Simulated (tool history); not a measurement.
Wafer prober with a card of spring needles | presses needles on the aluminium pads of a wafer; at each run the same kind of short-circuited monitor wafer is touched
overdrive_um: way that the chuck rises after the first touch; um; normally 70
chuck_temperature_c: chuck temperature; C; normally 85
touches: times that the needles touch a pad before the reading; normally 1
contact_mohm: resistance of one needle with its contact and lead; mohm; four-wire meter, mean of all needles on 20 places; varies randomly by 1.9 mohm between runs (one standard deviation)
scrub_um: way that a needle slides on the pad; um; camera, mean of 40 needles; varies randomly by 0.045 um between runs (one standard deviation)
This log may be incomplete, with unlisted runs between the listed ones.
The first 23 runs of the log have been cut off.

| run | hour | overdrive_um | chuck_temperature_c | touches | touches since the tips were cleaned | cleanings since the card got new needles | touches since the first contact's height was set | contact_mohm | scrub_um |
|---|---|---|---|---|---|---|---|---|---|
| 24 | 183.1 | 83 | 85 | 1 | 2910 | 9 | 8307 | 259 | 20.29 |
| 25 | 191.1 | 83 | 85 | 1 | 4277 | 9 | 9674 | 284 | 20.27 |
|  | 196.1 | height of the first contact set anew, once more |
| 26 | 199.2 | 83 | 85 | 1 | 5608 | 9 | 532 | 289 | 20.54 |
| 27 | 207.5 | 83 | 85 | 1 | 7022 | 9 | 1946 | 299 | 20.57 |
|  | 212.2 | tips cleaned on abrasive film |
| 28 | 218.3 | 84 | 51 | 2 | 1047 | 10 | 3766 | 215 | 20.88 |
| 29 | 222.9 | 84 | 51 | 2 | 1826 | 10 | 4545 | 223 | 20.82 |
| 30 | 229.9 | 84 | 51 | 2 | 3018 | 10 | 5737 | 236 | 20.83 |
| 31 | 236.8 | 76 | 29 | 1 | 4191 | 10 | 6910 | 286 | 18.84 |
| 32 | 241.8 | 76 | 29 | 1 | 5055 | 10 | 7774 | 295 | 18.77 |
| 33 | 250.7 | 83 | 49 | 1 | 6566 | 10 | 9285 | 297 | 20.65 |
| 34 | 255.7 | 83 | 49 | 1 | 7423 | 10 | 10142 | 303 | 20.58 |

Below are 3 alternative next runs, each starting from the tool's condition after run 34. Predict each:
|  | 258.2 | tips cleaned on abrasive film |
| A | 264.9 | 59 | 49 | 1 | 1144 | 11 | 11689 | ? | ? |
|  | 258.2 | tips cleaned on abrasive film |
| B | 264.9 | 84 | 60 | 1 | 1144 | 11 | 11689 | ? | ? |
|  | 258.2 | tips cleaned on abrasive film |
| C | 264.9 | 74 | 38 | 3 | 1144 | 11 | 11689 | ? | ? |

| run | contact_mohm | scrub_um |
|---|---|---|
| A | 264 | 14.57 |
| B | 227 | 20.81 |
| C | 214 | 18.28 |
Without the tool's unlogged condition, the same runs would have read:
| run | contact_mohm | scrub_um |
|---|---|---|
| A | 203 | 14.62 |
| B | 196 | 20.85 |
| C | 199 | 18.33 |
